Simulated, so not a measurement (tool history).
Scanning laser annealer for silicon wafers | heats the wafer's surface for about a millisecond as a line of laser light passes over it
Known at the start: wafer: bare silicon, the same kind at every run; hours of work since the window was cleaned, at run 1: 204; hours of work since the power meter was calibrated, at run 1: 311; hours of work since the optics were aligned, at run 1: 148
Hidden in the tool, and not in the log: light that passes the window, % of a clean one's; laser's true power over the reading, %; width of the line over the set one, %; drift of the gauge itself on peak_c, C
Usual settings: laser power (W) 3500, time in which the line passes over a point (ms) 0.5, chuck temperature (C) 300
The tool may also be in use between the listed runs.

run,hour,laser power (W),time in which the line passes over a point (ms),chuck temperature (C),hours of work since the window was cleaned,hours of work since the power meter was calibrated,hours of work since the optics were aligned,highest temperature of the surface (C)
1,0,3500,0.5,300,204,311,148,1002
2,10.6,3500,0.5,318,212,318,155,1018
3,26.9,3500,0.5,318,223,330,167,1019
4,34.5,3500,0.5,318,229,335,172,1022
5,49.5,3500,0.5,318,239,346,183,1024
6,63.1,3500,0.5,318,249,355,193,1019
7,75.4,3394,0.5,300,258,364,201,980
8,84.3,3258,0.5,298,264,370,208,954
9,102.3,3592,0.5,275,277,383,220,995
10,114.3,3592,0.5,275,285,392,229,993
11,130.9,3794,0.37,313,297,404,241,981

Forecast each of these 3 alternatives for the next run:
A,148.9,3534,0.535,264,310,416,253,?
B,148.9,3794,0.37,276,310,416,253,?
C,148.9,3688,0.423,285,310,416,253,?

run,highest temperature of the surface (C)
A,991
B,946
C,972
Without the tool's hidden state the same runs would have given:
run,highest temperature of the surface (C)
A,991
B,947
C,973
